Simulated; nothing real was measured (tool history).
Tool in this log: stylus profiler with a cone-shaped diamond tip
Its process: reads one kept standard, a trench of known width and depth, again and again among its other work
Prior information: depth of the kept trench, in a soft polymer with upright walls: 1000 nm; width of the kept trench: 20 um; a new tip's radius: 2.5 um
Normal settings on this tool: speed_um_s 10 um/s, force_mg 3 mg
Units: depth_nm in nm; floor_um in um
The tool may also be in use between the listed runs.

run,hour,speed_um_s,force_mg,depth_nm,floor_um
1,0,10,3,1011.74,15.78
2,53.9,10,1.16,1006.1,15.67
3,83.7,10,1.16,1006.03,15.69
4,106.5,10,1.16,1005.75,15.68
5,130.1,10,1.16,1005.54,15.7
6,182,10,1.16,1005.49,15.63
7,204.7,10,1.05,1005.47,15.61
8,246.8,10,1.05,1005.4,15.66
9,279.9,10,1.05,1005.28,15.61
10,303.3,10,1.41,1006.4,15.62
11,352.6,7,3,1011.21,15.64
12,378.2,10,2.06,1008.88,15.64
13,431.4,10,2.06,1008.68,15.63
14,457.2,10,8.14,1023.23,15.56
15,482.7,10,2.93,1010.85,15.62
16,520,10,2.93,1011.28,15.51
17,574.4,10,2.93,1010.84,15.49
18,604.4,10,2.93,1011.22,15.41
19,654.7,10,3,1011.5,15.44
20,694.5,10,3,1010.93,15.42
21,725.8,10,3,1010.99,15.42
# hour 730.2: height scale calibrated on a step standard
22,759.8,8,3,1011.21,15.39
23,798.8,8,3,1010.98,15.43
24,837.5,4,3,1011.14,15.39
25,880.4,4,1.21,1005.34,15.38
26,915.7,16,2.01,1007.74,15.33
27,955.6,26,4.33,1014.27,15.24
28,1008.1,9,6.21,1018.58,15.3
29,1046.3,9,3.47,1012.15,15.23
# hour 1067.2: height scale calibrated on a step standard, once more
30,1084.7,5,4.12,1014.97,15.28
31,1141.2,4,5.32,1018.15,15.28
32,1176,10,8.73,1025.22,15.23
33,1219.5,26,3,1012.1,15.1
34,1260.7,9,4.61,1015.89,15.16
35,1283.5,24,7.54,1022.66,15.13
36,1306.3,3,1.38,1007.22,15.2
37,1330.6,38,2.56,1010.87,14.95
38,1355.7,38,7.26,1022.04,15.08
39,1385.9,4,1.09,1006.14,15.15
40,1412,29,2.57,1010.89,14.98
41,1450.8,3,7.63,1022.93,15.16
42,1490.4,3,1,1005.47,15.11
43,1517.4,37,5.28,1017.84,14.95
44,1541.1,27,3.51,1013.68,15
45,1582.1,27,3.51,1013.58,14.9

Measured result minus the same run's result without the hidden state. Both carry the same run-to-run variation, though not necessarily the same gauge scatter:
Hidden state at play: radius of the tip, um; height scale over the true one, %; drift of the gauge itself on depth_nm, %; drift of the gauge itself on floor_um, %.
run,depth_nm,floor_um
1,-0.64,-0.16
2,-0.67,-0.18
3,-0.69,-0.21
4,-0.7,-0.22
5,-0.71,-0.23
6,-0.75,-0.26
7,-0.77,-0.26
8,-0.8,-0.28
9,-0.81,-0.3
10,-0.83,-0.31
11,-0.86,-0.34
12,-0.88,-0.36
13,-0.91,-0.38
14,-0.94,-0.4
15,-0.95,-0.41
16,-0.97,-0.42
17,-1.01,-0.45
18,-1.02,-0.46
19,-1.06,-0.49
20,-1.08,-0.51
21,-1.1,-0.52
22,-1.31,-0.54
23,-1.33,-0.56
24,-1.35,-0.58
25,-1.37,-0.6
26,-1.39,-0.61
27,-1.43,-0.63
28,-1.47,-0.65
29,-1.48,-0.67
30,-0.02,-0.69
31,-0.06,-0.71
32,-0.09,-0.73
33,-0.11,-0.75
34,-0.14,-0.77
35,-0.14,-0.77
36,-0.16,-0.79
37,-0.18,-0.8
38,-0.19,-0.8
39,-0.21,-0.82
40,-0.23,-0.83
41,-0.25,-0.85
42,-0.27,-0.87
43,-0.29,-0.88
44,-0.3,-0.89
45,-0.33,-0.91
